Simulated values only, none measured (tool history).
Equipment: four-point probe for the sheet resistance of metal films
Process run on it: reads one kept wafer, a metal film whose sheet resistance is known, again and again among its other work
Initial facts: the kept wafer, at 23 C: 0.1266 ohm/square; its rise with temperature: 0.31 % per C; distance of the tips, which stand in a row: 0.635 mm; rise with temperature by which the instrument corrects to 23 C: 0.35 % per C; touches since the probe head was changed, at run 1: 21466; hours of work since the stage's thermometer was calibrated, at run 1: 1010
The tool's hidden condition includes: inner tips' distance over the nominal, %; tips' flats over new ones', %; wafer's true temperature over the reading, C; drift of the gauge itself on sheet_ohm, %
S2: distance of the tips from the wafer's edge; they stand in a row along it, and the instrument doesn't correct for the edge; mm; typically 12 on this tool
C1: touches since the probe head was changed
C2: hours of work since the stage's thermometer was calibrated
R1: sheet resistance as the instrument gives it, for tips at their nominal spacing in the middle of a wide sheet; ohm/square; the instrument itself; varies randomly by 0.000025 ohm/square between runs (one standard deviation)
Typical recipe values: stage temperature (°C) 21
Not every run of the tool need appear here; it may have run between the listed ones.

{"run": 1, "hour": 0.0, "stage temperature (°C)": 21, "S2": 12, "C1": 21466, "C2": 1010, "R1": 0.127134}
{"run": 2, "hour": 39.4, "stage temperature (°C)": 21, "S2": 12, "C1": 22337, "C2": 1031, "R1": 0.127123}
{"run": 3, "hour": 66.8, "stage temperature (°C)": 21, "S2": 12, "C1": 22943, "C2": 1045, "R1": 0.127105}
{"run": 4, "hour": 105.2, "stage temperature (°C)": 21, "S2": 5, "C1": 23791, "C2": 1066, "R1": 0.128031}
{"run": 5, "hour": 124.2, "stage temperature (°C)": 21, "S2": 5, "C1": 24213, "C2": 1076, "R1": 0.128026}
{"run": 6, "hour": 150.5, "stage temperature (°C)": 21, "S2": 5, "C1": 24792, "C2": 1089, "R1": 0.12805}
{"run": 7, "hour": 177.2, "stage temperature (°C)": 21, "S2": 69, "C1": 25384, "C2": 1103, "R1": 0.126971}
{"run": 8, "hour": 209.6, "stage temperature (°C)": 27, "S2": 12, "C1": 26100, "C2": 1120, "R1": 0.126851}
{"run": 9, "hour": 237.1, "stage temperature (°C)": 22, "S2": 12, "C1": 26707, "C2": 1135, "R1": 0.127129}
{"run": 10, "hour": 275.4, "stage temperature (°C)": 22, "S2": 12, "C1": 27554, "C2": 1155, "R1": 0.127104}
{"run": 11, "hour": 293.8, "stage temperature (°C)": 22, "S2": 12, "C1": 27961, "C2": 1165, "R1": 0.127119}
{"run": 12, "hour": 310.5, "stage temperature (°C)": 21, "S2": 45, "C1": 28330, "C2": 1174, "R1": 0.126997}
{"run": 13, "hour": 339.4, "stage temperature (°C)": 21, "S2": 12, "C1": 28969, "C2": 1189, "R1": 0.127164}
{"run": 14, "hour": 369.7, "stage temperature (°C)": 21, "S2": 12, "C1": 29639, "C2": 1205, "R1": 0.127134}
{"hour": 373.4, "done": "stage's thermometer calibrated"}
{"run": 15, "hour": 390.5, "stage temperature (°C)": 27, "S2": 12, "C1": 30089, "C2": 9, "R1": 0.126855}
{"run": 16, "hour": 425.4, "stage temperature (°C)": 26, "S2": 23, "C1": 30858, "C2": 27, "R1": 0.126727}
{"run": 17, "hour": 442.5, "stage temperature (°C)": 24, "S2": 12, "C1": 31237, "C2": 36, "R1": 0.126959}
{"run": 18, "hour": 475.6, "stage temperature (°C)": 19, "S2": 36, "C1": 31969, "C2": 54, "R1": 0.127026}
{"run": 19, "hour": 497.2, "stage temperature (°C)": 19, "S2": 36, "C1": 32446, "C2": 65, "R1": 0.126999}
{"hour": 529.5, "done": "stage's thermometer calibrated, once more"}
{"run": 20, "hour": 533.4, "stage temperature (°C)": 19, "S2": 36, "C1": 33237, "C2": 2, "R1": 0.127174}
{"run": 21, "hour": 563.4, "stage temperature (°C)": 32, "S2": 36, "C1": 33899, "C2": 18, "R1": 0.126644}
{"run": 22, "hour": 600.9, "stage temperature (°C)": 32, "S2": 36, "C1": 34728, "C2": 38, "R1": 0.126562}
{"run": 23, "hour": 620.4, "stage temperature (°C)": 22, "S2": 5, "C1": 35160, "C2": 48, "R1": 0.128105}
{"run": 24, "hour": 648.1, "stage temperature (°C)": 27, "S2": 46, "C1": 35771, "C2": 62, "R1": 0.126779}
{"run": 25, "hour": 677.1, "stage temperature (°C)": 23, "S2": 24, "C1": 36413, "C2": 78, "R1": 0.126979}
{"run": 26, "hour": 696.0, "stage temperature (°C)": 26, "S2": 29, "C1": 36830, "C2": 88, "R1": 0.126884}
{"run": 27, "hour": 720.9, "stage temperature (°C)": 26, "S2": 29, "C1": 37381, "C2": 101, "R1": 0.126902}
{"run": 28, "hour": 743.3, "stage temperature (°C)": 32, "S2": 53, "C1": 37877, "C2": 113, "R1": 0.126549}
{"run": 29, "hour": 778.4, "stage temperature (°C)": 26, "S2": 5, "C1": 38653, "C2": 131, "R1": 0.127934}
{"run": 30, "hour": 798.6, "stage temperature (°C)": 21, "S2": 4, "C1": 39098, "C2": 142, "R1": 0.128744}

Below, some changes in R1 between adjacent runs. For each, the amount present without the hidden state too (settings, incoming material, random variation) and the amount remaining for the hidden state with gauge scatter not shared by both compared results:
Run 14 -> 15: stage temperature (°C) 21 -> 27, stage's thermometer calibrated. R1 -0.000279 ohm/square: hidden state -0.000044, all else -0.000235.
Run 19 -> 20: stage's thermometer calibrated, once more. R1 +0.000175 ohm/square: hidden state +0.000123, all else +0.000052.
Run 22 -> 23: stage temperature (°C) 32 -> 22, S2 36 -> 5. R1 +0.001543 ohm/square: hidden state +0.000005, all else +0.001538.
Run 23 -> 24: stage temperature (°C) 22 -> 27, S2 5 -> 46. R1 -0.001326 ohm/square: hidden state -0.000001, all else -0.001325.
Run 28 -> 29: stage temperature (°C) 32 -> 26, S2 53 -> 5. R1 +0.001385 ohm/square: hidden state +0.000008, all else +0.001377.
